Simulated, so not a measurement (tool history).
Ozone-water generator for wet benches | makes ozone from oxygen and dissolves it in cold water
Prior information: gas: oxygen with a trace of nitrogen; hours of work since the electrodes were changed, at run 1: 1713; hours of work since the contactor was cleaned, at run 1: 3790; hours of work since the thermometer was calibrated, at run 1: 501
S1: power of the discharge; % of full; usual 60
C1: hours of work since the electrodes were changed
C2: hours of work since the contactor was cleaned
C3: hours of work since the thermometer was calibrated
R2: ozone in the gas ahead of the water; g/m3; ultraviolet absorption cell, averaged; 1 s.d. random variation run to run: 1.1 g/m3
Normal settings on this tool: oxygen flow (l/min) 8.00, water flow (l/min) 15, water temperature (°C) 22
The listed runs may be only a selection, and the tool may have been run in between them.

{"run": 1, "day": 0.0, "S1": 60, "oxygen flow (l/min)": 8.0, "water flow (l/min)": 15, "water temperature (°C)": 22, "C1": 1713, "C2": 3790, "C3": 501, "dissolved ozone (ppm)": 28.4, "R2": 186.7}
{"run": 2, "day": 2.154, "S1": 60, "oxygen flow (l/min)": 8.0, "water flow (l/min)": 15, "water temperature (°C)": 22, "C1": 1756, "C2": 3834, "C3": 545, "dissolved ozone (ppm)": 28.5, "R2": 188.3}
{"run": 3, "day": 3.608, "S1": 60, "oxygen flow (l/min)": 8.0, "water flow (l/min)": 15, "water temperature (°C)": 22, "C1": 1785, "C2": 3863, "C3": 574, "dissolved ozone (ppm)": 28.3, "R2": 187.1}
{"run": 4, "day": 4.879, "S1": 60, "oxygen flow (l/min)": 4.43, "water flow (l/min)": 15, "water temperature (°C)": 22, "C1": 1811, "C2": 3889, "C3": 600, "dissolved ozone (ppm)": 30.3, "R2": 255.6}
{"run": 5, "day": 6.829, "S1": 60, "oxygen flow (l/min)": 4.43, "water flow (l/min)": 15, "water temperature (°C)": 22, "C1": 1850, "C2": 3928, "C3": 639, "dissolved ozone (ppm)": 30.1, "R2": 254.2}
{"run": 6, "day": 8.471, "S1": 60, "oxygen flow (l/min)": 6.65, "water flow (l/min)": 15, "water temperature (°C)": 22, "C1": 1883, "C2": 3961, "C3": 672, "dissolved ozone (ppm)": 29.4, "R2": 206.8}
{"run": 7, "day": 11.267, "S1": 60, "oxygen flow (l/min)": 6.65, "water flow (l/min)": 15, "water temperature (°C)": 22, "C1": 1940, "C2": 4017, "C3": 729, "dissolved ozone (ppm)": 29.3, "R2": 207.4}
{"run": 8, "day": 13.808, "S1": 60, "oxygen flow (l/min)": 8.0, "water flow (l/min)": 15, "water temperature (°C)": 22, "C1": 1991, "C2": 4069, "C3": 780, "dissolved ozone (ppm)": 28.2, "R2": 189.3}
{"run": 9, "day": 16.038, "S1": 60, "oxygen flow (l/min)": 8.0, "water flow (l/min)": 15, "water temperature (°C)": 22, "C1": 2036, "C2": 4114, "C3": 825, "dissolved ozone (ppm)": 28.3, "R2": 190.3}
{"run": 10, "day": 18.775, "S1": 60, "oxygen flow (l/min)": 8.0, "water flow (l/min)": 12, "water temperature (°C)": 22, "C1": 2091, "C2": 4169, "C3": 880, "dissolved ozone (ppm)": 31.5, "R2": 189.5}
{"run": 11, "day": 21.417, "S1": 60, "oxygen flow (l/min)": 8.0, "water flow (l/min)": 12, "water temperature (°C)": 22, "C1": 2144, "C2": 4222, "C3": 933, "dissolved ozone (ppm)": 31.6, "R2": 190.1}
{"run": 12, "day": 22.621, "S1": 60, "oxygen flow (l/min)": 8.0, "water flow (l/min)": 15, "water temperature (°C)": 19, "C1": 2169, "C2": 4246, "C3": 958, "dissolved ozone (ppm)": 30.6, "R2": 189.2}
{"run": 13, "day": 25.404, "S1": 60, "oxygen flow (l/min)": 8.0, "water flow (l/min)": 15, "water temperature (°C)": 19, "C1": 2225, "C2": 4302, "C3": 1014, "dissolved ozone (ppm)": 30.0, "R2": 189.6}
{"run": 14, "day": 26.904, "S1": 60, "oxygen flow (l/min)": 8.0, "water flow (l/min)": 15, "water temperature (°C)": 19, "C1": 2255, "C2": 4333, "C3": 1044, "dissolved ozone (ppm)": 30.2, "R2": 189.0}
{"run": 15, "day": 28.45, "S1": 60, "oxygen flow (l/min)": 8.0, "water flow (l/min)": 15, "water temperature (°C)": 19, "C1": 2286, "C2": 4364, "C3": 1075, "dissolved ozone (ppm)": 30.0, "R2": 188.9}
{"run": 16, "day": 30.183, "S1": 60, "oxygen flow (l/min)": 8.0, "water flow (l/min)": 15, "water temperature (°C)": 19, "C1": 2321, "C2": 4399, "C3": 1110, "dissolved ozone (ppm)": 30.3, "R2": 191.7}
{"run": 17, "day": 32.65, "S1": 60, "oxygen flow (l/min)": 8.0, "water flow (l/min)": 15, "water temperature (°C)": 22, "C1": 2371, "C2": 4449, "C3": 1160, "dissolved ozone (ppm)": 28.6, "R2": 191.2}
{"run": 18, "day": 35.042, "S1": 48, "oxygen flow (l/min)": 13.3, "water flow (l/min)": 14, "water temperature (°C)": 18, "C1": 2419, "C2": 4497, "C3": 1208, "dissolved ozone (ppm)": 24.5, "R2": 126.2}
{"run": 19, "day": 37.733, "S1": 57, "oxygen flow (l/min)": 14.11, "water flow (l/min)": 14, "water temperature (°C)": 27, "C1": 2474, "C2": 4551, "C3": 1262, "dissolved ozone (ppm)": 21.9, "R2": 136.0}
{"run": 20, "day": 39.025, "S1": 57, "oxygen flow (l/min)": 14.11, "water flow (l/min)": 14, "water temperature (°C)": 27, "C1": 2500, "C2": 4577, "C3": 1289, "dissolved ozone (ppm)": 21.8, "R2": 137.0}
{"run": 21, "day": 40.654, "S1": 57, "oxygen flow (l/min)": 14.11, "water flow (l/min)": 14, "water temperature (°C)": 27, "C1": 2532, "C2": 4610, "C3": 1321, "dissolved ozone (ppm)": 21.7, "R2": 138.1}
{"run": 22, "day": 43.388, "S1": 86, "oxygen flow (l/min)": 14.11, "water flow (l/min)": 12, "water temperature (°C)": 27, "C1": 2588, "C2": 4665, "C3": 1376, "dissolved ozone (ppm)": 30.5, "R2": 185.5}
{"run": 23, "day": 45.992, "S1": 55, "oxygen flow (l/min)": 14.11, "water flow (l/min)": 12, "water temperature (°C)": 27, "C1": 2640, "C2": 4718, "C3": 1429, "dissolved ozone (ppm)": 22.4, "R2": 134.1}
{"run": 24, "day": 48.817, "S1": 86, "oxygen flow (l/min)": 14.11, "water flow (l/min)": 12, "water temperature (°C)": 27, "C1": 2697, "C2": 4775, "C3": 1486, "dissolved ozone (ppm)": 30.9, "R2": 184.9}
{"run": 25, "day": 51.146, "S1": 76, "oxygen flow (l/min)": 6.39, "water flow (l/min)": 21, "water temperature (°C)": 21, "C1": 2744, "C2": 4822, "C3": 1533, "dissolved ozone (ppm)": 29.5, "R2": 255.0}
{"run": 26, "day": 53.442, "S1": 76, "oxygen flow (l/min)": 6.39, "water flow (l/min)": 21, "water temperature (°C)": 21, "C1": 2790, "C2": 4868, "C3": 1579, "dissolved ozone (ppm)": 29.5, "R2": 253.7}
{"run": 27, "day": 55.558, "S1": 76, "oxygen flow (l/min)": 6.39, "water flow (l/min)": 21, "water temperature (°C)": 21, "C1": 2833, "C2": 4911, "C3": 1622, "dissolved ozone (ppm)": 29.0, "R2": 254.7}
{"run": 28, "day": 57.629, "S1": 59, "oxygen flow (l/min)": 4.36, "water flow (l/min)": 16, "water temperature (°C)": 22, "C1": 2875, "C2": 4952, "C3": 1664, "dissolved ozone (ppm)": 28.8, "R2": 259.1}
{"run": 29, "day": 58.821, "S1": 85, "oxygen flow (l/min)": 4.31, "water flow (l/min)": 11, "water temperature (°C)": 29, "C1": 2899, "C2": 4976, "C3": 1688, "dissolved ozone (ppm)": 40.3, "R2": 338.7}
{"run": 30, "day": 60.812, "S1": 60, "oxygen flow (l/min)": 8.0, "water flow (l/min)": 15, "water temperature (°C)": 30, "C1": 2939, "C2": 5017, "C3": 1728, "dissolved ozone (ppm)": 24.1, "R2": 191.6}
{"run": 31, "day": 62.683, "S1": 60, "oxygen flow (l/min)": 8.0, "water flow (l/min)": 15, "water temperature (°C)": 30, "C1": 2977, "C2": 5054, "C3": 1766, "dissolved ozone (ppm)": 24.3, "R2": 191.5}
{"run": 32, "day": 64.542, "S1": 53, "oxygen flow (l/min)": 12.9, "water flow (l/min)": 20, "water temperature (°C)": 30, "C1": 3014, "C2": 5092, "C3": 1803, "dissolved ozone (ppm)": 17.6, "R2": 137.6}
{"run": 33, "day": 67.304, "S1": 53, "oxygen flow (l/min)": 12.9, "water flow (l/min)": 20, "water temperature (°C)": 30, "C1": 3070, "C2": 5148, "C3": 1859, "dissolved ozone (ppm)": 17.4, "R2": 137.7}

3 ways to go on from here, each from the tool as it stands after run 33. What would each give?
{"run": "A", "day": 69.454, "S1": 44, "oxygen flow (l/min)": 12.9, "water flow (l/min)": 20, "water temperature (°C)": 29, "C1": 3113, "C2": 5191, "C3": 1902, "dissolved ozone (ppm)": "?", "R2": "?"}
{"run": "B", "day": 69.454, "S1": 60, "oxygen flow (l/min)": 8.83, "water flow (l/min)": 10, "water temperature (°C)": 22, "C1": 3113, "C2": 5191, "C3": 1902, "dissolved ozone (ppm)": "?", "R2": "?"}
{"run": "C", "day": 69.454, "S1": 65, "oxygen flow (l/min)": 8.0, "water flow (l/min)": 15, "water temperature (°C)": 21, "C1": 3113, "C2": 5191, "C3": 1902, "dissolved ozone (ppm)": "?", "R2": "?"}

run=A dissolved_ozone_(ppm)=15.8 R2=122.0
run=B dissolved_ozone_(ppm)=33.1 R2=182.9
run=C dissolved_ozone_(ppm)=30.8 R2=204.7
What these runs would have given with no unlogged condition in the tool:
run=A dissolved_ozone_(ppm)=15.8 R2=118.9
run=B dissolved_ozone_(ppm)=33.1 R2=178.3
run=C dissolved_ozone_(ppm)=30.9 R2=199.7
